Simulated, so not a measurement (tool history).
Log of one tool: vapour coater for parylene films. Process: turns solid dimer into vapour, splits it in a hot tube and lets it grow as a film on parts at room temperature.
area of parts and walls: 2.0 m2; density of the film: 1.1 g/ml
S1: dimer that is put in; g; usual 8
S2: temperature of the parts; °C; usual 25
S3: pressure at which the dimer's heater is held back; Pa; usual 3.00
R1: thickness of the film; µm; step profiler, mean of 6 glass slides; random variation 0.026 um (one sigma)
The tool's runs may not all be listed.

| run | day | S1 | S2 | S3 | R1 |
|---|---|---|---|---|---|
| 1 | 0.000 | 8 | 25 | 3.00 | 1.78 |
| 2 | 0.521 | 8 | 25 | 4.78 | 1.67 |
| 3 | 1.296 | 8 | 25 | 4.78 | 1.68 |
| 4 | 2.517 | 8 | 25 | 4.78 | 1.69 |
| 5 | 3.192 | 8 | 25 | 4.78 | 1.66 |
| 6 | 3.717 | 8 | 25 | 3.00 | 1.74 |
|  | 4.579 | trap's valve overhauled |
| 7 | 4.579 | 8 | 25 | 3.00 | 2.02 |
| 8 | 5.612 | 3 | 25 | 3.00 | 0.71 |
| 9 | 6.325 | 3 | 25 | 3.00 | 0.73 |
| 10 | 7.158 | 8 | 29 | 3.00 | 1.70 |
| 11 | 7.788 | 8 | 29 | 3.00 | 1.72 |
| 12 | 8.504 | 6 | 25 | 3.00 | 1.52 |
| 13 | 9.583 | 6 | 25 | 3.00 | 1.44 |
| 14 | 10.596 | 6 | 18 | 3.00 | 1.86 |
| 15 | 11.112 | 6 | 18 | 3.00 | 1.85 |
| 16 | 11.925 | 6 | 18 | 3.00 | 1.86 |
| 17 | 12.438 | 8 | 25 | 3.00 | 1.95 |
| 18 | 13.471 | 8 | 37 | 3.00 | 1.31 |
| 19 | 14.600 | 8 | 37 | 3.00 | 1.29 |
| 20 | 15.408 | 12 | 37 | 3.00 | 1.99 |
| 21 | 16.004 | 12 | 37 | 3.00 | 1.97 |
| 22 | 16.821 | 12 | 37 | 3.00 | 1.97 |
| 23 | 17.850 | 12 | 37 | 3.23 | 1.91 |
| 24 | 18.446 | 12 | 37 | 3.23 | 1.97 |
| 25 | 19.625 | 3 | 22 | 3.23 | 0.78 |
| 26 | 20.421 | 10 | 19 | 3.61 | 2.80 |
| 27 | 21.212 | 8 | 19 | 2.85 | 2.31 |
| 28 | 22.321 | 8 | 18 | 2.81 | 2.37 |
| 29 | 23.379 | 7 | 34 | 4.87 | 1.12 |
| 30 | 23.921 | 11 | 34 | 2.11 | 2.02 |
| 31 | 24.558 | 11 | 34 | 2.11 | 2.00 |
| 32 | 25.204 | 4 | 34 | 6.11 | 0.66 |
| 33 | 26.092 | 4 | 34 | 6.11 | 0.64 |
| 34 | 27.188 | 4 | 34 | 6.11 | 0.64 |
| 35 | 27.962 | 3 | 25 | 3.15 | 0.69 |
| 36 | 28.838 | 11 | 25 | 4.68 | 2.45 |
| 37 | 29.896 | 6 | 28 | 7.26 | 1.17 |
| 38 | 31.054 | 6 | 28 | 10.08 | 1.13 |
| 39 | 32.271 | 8 | 35 | 6.88 | 1.24 |
| 40 | 33.250 | 5 | 23 | 11.97 | 1.01 |
| 41 | 34.000 | 10 | 32 | 7.88 | 1.62 |
| 42 | 35.175 | 10 | 32 | 7.88 | 1.65 |
| 43 | 36.362 | 10 | 23 | 8.70 | 2.17 |
| 44 | 37.325 | 10 | 23 | 8.99 | 2.11 |
| 45 | 38.300 | 8 | 23 | 3.03 | 2.00 |
| 46 | 38.925 | 6 | 35 | 5.54 | 0.94 |
| 47 | 39.596 | 3 | 17 | 3.06 | 0.88 |

4 ways to go on from here, each from the tool as it stands after run 47. What would each give?
| A | 40.262 | 9 | 18 | 3.45 | ? |
| B | 40.262 | 8 | 25 | 9.66 | ? |
| C | 40.262 | 7 | 25 | 8.06 | ? |
| D | 40.262 | 8 | 18 | 5.13 | ? |

| run | R1 |
|---|---|
| A | 2.51 |
| B | 1.60 |
| C | 1.43 |
| D | 2.11 |
Without the tool's hidden state the same runs would have given:
| run | R1 |
|---|---|
| A | 2.77 |
| B | 1.76 |
| C | 1.58 |
| D | 2.34 |

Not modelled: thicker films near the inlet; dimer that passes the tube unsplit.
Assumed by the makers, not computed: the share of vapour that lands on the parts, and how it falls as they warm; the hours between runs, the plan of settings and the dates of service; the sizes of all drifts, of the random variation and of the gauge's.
